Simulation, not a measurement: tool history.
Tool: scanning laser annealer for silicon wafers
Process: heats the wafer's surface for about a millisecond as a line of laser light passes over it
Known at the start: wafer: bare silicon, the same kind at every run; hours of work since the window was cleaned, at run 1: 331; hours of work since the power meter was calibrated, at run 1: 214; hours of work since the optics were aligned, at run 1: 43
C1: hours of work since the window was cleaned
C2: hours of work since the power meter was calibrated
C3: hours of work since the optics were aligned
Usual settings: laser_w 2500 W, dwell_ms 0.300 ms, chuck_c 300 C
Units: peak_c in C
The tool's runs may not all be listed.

{"run": 1, "hour": 0.0, "laser_w": 2500, "dwell_ms": 0.3, "chuck_c": 300, "C1": 331, "C2": 214, "C3": 43, "peak_c": 1087}
{"run": 2, "hour": 19.7, "laser_w": 2500, "dwell_ms": 0.3, "chuck_c": 300, "C1": 346, "C2": 229, "C3": 58, "peak_c": 1084}
{"run": 3, "hour": 42.9, "laser_w": 2202, "dwell_ms": 0.3, "chuck_c": 300, "C1": 364, "C2": 247, "C3": 76, "peak_c": 975}
{"run": 4, "hour": 62.8, "laser_w": 2202, "dwell_ms": 0.3, "chuck_c": 300, "C1": 379, "C2": 262, "C3": 91, "peak_c": 973}
{"run": 5, "hour": 84.2, "laser_w": 2515, "dwell_ms": 0.3, "chuck_c": 300, "C1": 395, "C2": 278, "C3": 107, "peak_c": 1089}
{"run": 6, "hour": 97.2, "laser_w": 2515, "dwell_ms": 0.3, "chuck_c": 300, "C1": 405, "C2": 288, "C3": 117, "peak_c": 1079}
{"run": 7, "hour": 109.5, "laser_w": 2515, "dwell_ms": 0.3, "chuck_c": 300, "C1": 414, "C2": 297, "C3": 126, "peak_c": 1083}
{"run": 8, "hour": 131.4, "laser_w": 2515, "dwell_ms": 0.3, "chuck_c": 300, "C1": 431, "C2": 314, "C3": 143, "peak_c": 1079}
{"run": 9, "hour": 157.3, "laser_w": 2500, "dwell_ms": 0.378, "chuck_c": 300, "C1": 450, "C2": 333, "C3": 162, "peak_c": 1164}
{"run": 10, "hour": 181.7, "laser_w": 2564, "dwell_ms": 0.378, "chuck_c": 300, "C1": 469, "C2": 352, "C3": 181, "peak_c": 1190}
{"run": 11, "hour": 206.0, "laser_w": 2564, "dwell_ms": 0.378, "chuck_c": 300, "C1": 487, "C2": 370, "C3": 199, "peak_c": 1187}
{"run": 12, "hour": 226.4, "laser_w": 2321, "dwell_ms": 0.3, "chuck_c": 300, "C1": 502, "C2": 386, "C3": 215, "peak_c": 1002}
{"run": 13, "hour": 241.6, "laser_w": 2321, "dwell_ms": 0.3, "chuck_c": 300, "C1": 514, "C2": 397, "C3": 226, "peak_c": 1002}
{"run": 14, "hour": 258.4, "laser_w": 2321, "dwell_ms": 0.3, "chuck_c": 300, "C1": 527, "C2": 410, "C3": 239, "peak_c": 1002}
{"run": 15, "hour": 272.7, "laser_w": 2166, "dwell_ms": 0.313, "chuck_c": 293, "C1": 537, "C2": 421, "C3": 250, "peak_c": 955}
{"hour": 279.9, "done": "window over the wafer cleaned"}
{"run": 16, "hour": 296.4, "laser_w": 2166, "dwell_ms": 0.313, "chuck_c": 293, "C1": 12, "C2": 437, "C3": 266, "peak_c": 987}
{"run": 17, "hour": 318.4, "laser_w": 2367, "dwell_ms": 0.226, "chuck_c": 332, "C1": 29, "C2": 454, "C3": 283, "peak_c": 985}
{"run": 18, "hour": 343.3, "laser_w": 2367, "dwell_ms": 0.226, "chuck_c": 300, "C1": 48, "C2": 473, "C3": 302, "peak_c": 955}
{"run": 19, "hour": 357.9, "laser_w": 2367, "dwell_ms": 0.226, "chuck_c": 300, "C1": 59, "C2": 484, "C3": 313, "peak_c": 953}
{"run": 20, "hour": 376.0, "laser_w": 2434, "dwell_ms": 0.319, "chuck_c": 300, "C1": 73, "C2": 497, "C3": 326, "peak_c": 1097}
{"run": 21, "hour": 395.7, "laser_w": 2434, "dwell_ms": 0.319, "chuck_c": 300, "C1": 88, "C2": 512, "C3": 341, "peak_c": 1095}
{"run": 22, "hour": 416.9, "laser_w": 2500, "dwell_ms": 0.271, "chuck_c": 270, "C1": 104, "C2": 528, "C3": 357, "peak_c": 1022}
{"run": 23, "hour": 441.9, "laser_w": 2500, "dwell_ms": 0.271, "chuck_c": 270, "C1": 122, "C2": 547, "C3": 376, "peak_c": 1024}
{"run": 24, "hour": 455.8, "laser_w": 2500, "dwell_ms": 0.336, "chuck_c": 271, "C1": 133, "C2": 558, "C3": 387, "peak_c": 1105}
{"run": 25, "hour": 468.8, "laser_w": 2682, "dwell_ms": 0.269, "chuck_c": 287, "C1": 143, "C2": 567, "C3": 396, "peak_c": 1100}
{"run": 26, "hour": 481.7, "laser_w": 2682, "dwell_ms": 0.269, "chuck_c": 287, "C1": 153, "C2": 577, "C3": 406, "peak_c": 1098}
{"run": 27, "hour": 503.0, "laser_w": 2500, "dwell_ms": 0.303, "chuck_c": 307, "C1": 169, "C2": 593, "C3": 422, "peak_c": 1098}

3 ways to go on from here, each from the tool as it stands after run 27. What would each give?
{"run": "A", "hour": 518.5, "laser_w": 2261, "dwell_ms": 0.288, "chuck_c": 312, "C1": 180, "C2": 605, "C3": 434, "peak_c": "?"}
{"run": "B", "hour": 518.5, "laser_w": 2500, "dwell_ms": 0.253, "chuck_c": 307, "C1": 180, "C2": 605, "C3": 434, "peak_c": "?"}
{"run": "C", "hour": 518.5, "laser_w": 2500, "dwell_ms": 0.254, "chuck_c": 323, "C1": 180, "C2": 605, "C3": 434, "peak_c": "?"}

run=A peak_c=998
run=B peak_c=1027
run=C peak_c=1047
Without the tool's hidden state the same runs would have given:
run=A peak_c=1022
run=B peak_c=1052
run=C peak_c=1073

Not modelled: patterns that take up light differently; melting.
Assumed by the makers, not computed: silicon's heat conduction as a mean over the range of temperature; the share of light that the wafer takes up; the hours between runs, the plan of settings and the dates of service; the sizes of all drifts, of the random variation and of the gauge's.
